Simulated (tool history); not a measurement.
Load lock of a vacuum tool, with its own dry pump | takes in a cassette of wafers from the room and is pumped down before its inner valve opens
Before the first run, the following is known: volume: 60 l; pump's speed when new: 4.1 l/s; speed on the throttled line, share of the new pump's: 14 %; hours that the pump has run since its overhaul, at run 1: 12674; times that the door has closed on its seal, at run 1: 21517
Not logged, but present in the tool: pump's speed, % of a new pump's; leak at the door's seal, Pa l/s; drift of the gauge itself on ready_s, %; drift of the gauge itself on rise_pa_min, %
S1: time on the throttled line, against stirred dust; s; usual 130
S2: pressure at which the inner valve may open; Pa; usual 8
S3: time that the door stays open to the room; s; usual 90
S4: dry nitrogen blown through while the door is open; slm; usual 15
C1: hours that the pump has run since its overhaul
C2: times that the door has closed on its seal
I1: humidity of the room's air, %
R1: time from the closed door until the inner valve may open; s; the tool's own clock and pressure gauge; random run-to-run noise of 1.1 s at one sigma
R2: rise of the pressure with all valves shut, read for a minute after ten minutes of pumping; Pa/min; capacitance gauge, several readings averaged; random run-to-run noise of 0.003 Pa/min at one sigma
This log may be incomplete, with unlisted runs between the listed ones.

run 1 hour=0 | S1=130 S2=8 S3=90 S4=15 | C1=12674 C2=21517 | I1=44.1 | R1=252.1 R2=0.051
run 2 hour=252.2 | S1=130 S2=8 S3=90 S4=15 | C1=12927 C2=22740 | I1=43.9 | R1=251.2 R2=0.055
run 3 hour=563.9 | S1=130 S2=8 S3=90 S4=15 | C1=13238 C2=24251 | I1=46 | R1=254.9 R2=0.053
run 4 hour=824.8 | S1=130 S2=8 S3=90 S4=15 | C1=13499 C2=25516 | I1=52 | R1=251.8 R2=0.06
run 5 hour=1163.6 | S1=130 S2=8 S3=90 S4=15 | C1=13838 C2=27159 | I1=48.9 | R1=249.7 R2=0.054
run 6 hour=1694.4 | S1=130 S2=8 S3=90 S4=15 | C1=14369 C2=29732 | I1=43.6 | R1=253 R2=0.052
run 7 hour=2061.4 | S1=130 S2=8 S3=34 S4=15 | C1=14736 C2=31511 | I1=46.6 | R1=251.1 R2=0.038
run 8 hour=2382.9 | S1=130 S2=8 S3=90 S4=15 | C1=15057 C2=33070 | I1=46.2 | R1=251.4 R2=0.05
run 9 hour=2789 | S1=130 S2=8 S3=90 S4=15 | C1=15463 C2=35039 | I1=45.7 | R1=251.1 R2=0.053
-- hour=2891.7 dry pump taken out, an overhauled one fitted
run 10 hour=3119.2 | S1=130 S2=8 S3=90 S4=15 | C1=227 C2=36610 | I1=44.8 | R1=252.9 R2=0.051
run 11 hour=3439.6 | S1=130 S2=8 S3=90 S4=15 | C1=548 C2=38164 | I1=43.6 | R1=251.5 R2=0.056
run 12 hour=3797.2 | S1=130 S2=8 S3=90 S4=15 | C1=905 C2=39897 | I1=44.9 | R1=252.7 R2=0.054
run 13 hour=4139.7 | S1=130 S2=8 S3=90 S4=15 | C1=1248 C2=41558 | I1=47.8 | R1=250.5 R2=0.054
-- hour=4245.2 door's seal changed, seat wiped
run 14 hour=4416.2 | S1=130 S2=8 S3=90 S4=15 | C1=1523 C2=829 | I1=45.6 | R1=252.5 R2=0.053
run 15 hour=4691.8 | S1=130 S2=8 S3=90 S4=15 | C1=1799 C2=2165 | I1=44.7 | R1=252.1 R2=0.053
run 16 hour=5184.3 | S1=130 S2=8 S3=90 S4=15 | C1=2291 C2=4553 | I1=48.2 | R1=249.4 R2=0.058
run 17 hour=5490.9 | S1=130 S2=8 S3=90 S4=15 | C1=2598 C2=6039 | I1=43.9 | R1=250.9 R2=0.049
run 18 hour=5787.8 | S1=130 S2=8 S3=90 S4=15 | C1=2895 C2=7479 | I1=44.2 | R1=252.3 R2=0.053
run 19 hour=6285.7 | S1=160 S2=11 S3=37 S4=15 | C1=3392 C2=9893 | I1=47.4 | R1=271.8 R2=0.032
run 20 hour=6638.5 | S1=130 S2=15 S3=90 S4=8 | C1=3745 C2=11603 | I1=47.8 | R1=242.2 R2=0.068
run 21 hour=6989.5 | S1=130 S2=15 S3=90 S4=8 | C1=4096 C2=13305 | I1=46.2 | R1=241.3 R2=0.068
run 22 hour=7308 | S1=258 S2=8 S3=90 S4=9 | C1=4415 C2=14849 | I1=46.7 | R1=361.9 R2=0.058
run 23 hour=7775.3 | S1=168 S2=8 S3=63 S4=9 | C1=4882 C2=17114 | I1=51.7 | R1=283.1 R2=0.062
run 24 hour=8310.6 | S1=168 S2=8 S3=63 S4=9 | C1=5417 C2=19709 | I1=49.3 | R1=285.3 R2=0.053
run 25 hour=8630.9 | S1=168 S2=8 S3=63 S4=9 | C1=5738 C2=21262 | I1=44.2 | R1=283.3 R2=0.045
run 26 hour=9151.7 | S1=226 S2=8 S3=63 S4=34 | C1=6258 C2=23787 | I1=45.8 | R1=334.7 R2=0.034
run 27 hour=9415.1 | S1=226 S2=8 S3=63 S4=34 | C1=6522 C2=25064 | I1=44.9 | R1=333.7 R2=0.034
run 28 hour=9766 | S1=114 S2=8 S3=105 S4=38 | C1=6873 C2=26765 | I1=44.1 | R1=239 R2=0.036
run 29 hour=10290.8 | S1=66 S2=12 S3=208 S4=7 | C1=7398 C2=29310 | I1=41.5 | R1=191.1 R2=0.089
run 30 hour=10816.5 | S1=66 S2=12 S3=208 S4=7 | C1=7923 C2=31858 | I1=47.6 | R1=191.2 R2=0.101
run 31 hour=11101.6 | S1=66 S2=12 S3=208 S4=7 | C1=8208 C2=33241 | I1=46.6 | R1=189.6 R2=0.101

Expected results for the next run?
run 32 hour=11551.1 | S1=66 S2=12 S3=208 S4=7 | C1=8658 C2=35420 | I1=47.6 | R1=? R2=?

R1: 190.1 s
R2: 0.101 Pa/min
Were there no unlogged condition in the tool, this run, its random variation unchanged, would have produced R1 190.1 s, R2 0.1 Pa/min.

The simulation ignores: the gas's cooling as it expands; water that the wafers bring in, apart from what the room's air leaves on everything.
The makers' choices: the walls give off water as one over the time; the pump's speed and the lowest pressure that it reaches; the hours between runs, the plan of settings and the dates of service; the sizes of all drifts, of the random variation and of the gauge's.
